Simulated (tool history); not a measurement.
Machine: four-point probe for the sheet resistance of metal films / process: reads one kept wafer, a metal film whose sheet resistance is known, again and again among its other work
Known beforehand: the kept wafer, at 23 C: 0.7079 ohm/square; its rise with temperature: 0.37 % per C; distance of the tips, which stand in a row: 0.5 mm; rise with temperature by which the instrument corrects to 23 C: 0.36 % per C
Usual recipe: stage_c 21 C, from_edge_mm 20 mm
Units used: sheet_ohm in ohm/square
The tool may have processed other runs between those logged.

{"run": 1, "day": 0.0, "stage_c": 21, "from_edge_mm": 20, "sheet_ohm": 0.703591}
{"run": 2, "day": 1.875, "stage_c": 21, "from_edge_mm": 20, "sheet_ohm": 0.703693}
{"run": 3, "day": 6.208, "stage_c": 21, "from_edge_mm": 4, "sheet_ohm": 0.70941}
{"run": 4, "day": 8.525, "stage_c": 21, "from_edge_mm": 4, "sheet_ohm": 0.709182}
{"run": 5, "day": 12.138, "stage_c": 21, "from_edge_mm": 4, "sheet_ohm": 0.709298}
{"run": 6, "day": 16.433, "stage_c": 19, "from_edge_mm": 20, "sheet_ohm": 0.703317}
{"run": 7, "day": 18.408, "stage_c": 27, "from_edge_mm": 22, "sheet_ohm": 0.703801}
{"run": 8, "day": 22.254, "stage_c": 33, "from_edge_mm": 7, "sheet_ohm": 0.705992}
{"day": 24.308, "done": "stage's thermometer calibrated"}
{"run": 9, "day": 26.746, "stage_c": 33, "from_edge_mm": 6, "sheet_ohm": 0.707546}
{"run": 10, "day": 31.008, "stage_c": 24, "from_edge_mm": 21, "sheet_ohm": 0.703931}
{"run": 11, "day": 35.175, "stage_c": 21, "from_edge_mm": 12, "sheet_ohm": 0.703916}
{"run": 12, "day": 38.258, "stage_c": 21, "from_edge_mm": 4, "sheet_ohm": 0.709399}

Each row is a separate what-if for the run after 12, all from the same tool condition, not one after another. Results?
{"run": "A", "day": 41.246, "stage_c": 29, "from_edge_mm": 15, "sheet_ohm": "?"}
{"run": "B", "day": 41.246, "stage_c": 25, "from_edge_mm": 20, "sheet_ohm": "?"}
{"run": "C", "day": 41.246, "stage_c": 29, "from_edge_mm": 20, "sheet_ohm": "?"}
{"run": "D", "day": 41.246, "stage_c": 22, "from_edge_mm": 4, "sheet_ohm": "?"}

run=A sheet_ohm=0.704736
run=B sheet_ohm=0.703791
run=C sheet_ohm=0.70404
run=D sheet_ohm=0.709345
With the hidden condition removed and each run's random variation left untouched, the same runs would have given:
run=A sheet_ohm=0.709168
run=B sheet_ohm=0.708222
run=C sheet_ohm=0.708468
run=D sheet_ohm=0.713812

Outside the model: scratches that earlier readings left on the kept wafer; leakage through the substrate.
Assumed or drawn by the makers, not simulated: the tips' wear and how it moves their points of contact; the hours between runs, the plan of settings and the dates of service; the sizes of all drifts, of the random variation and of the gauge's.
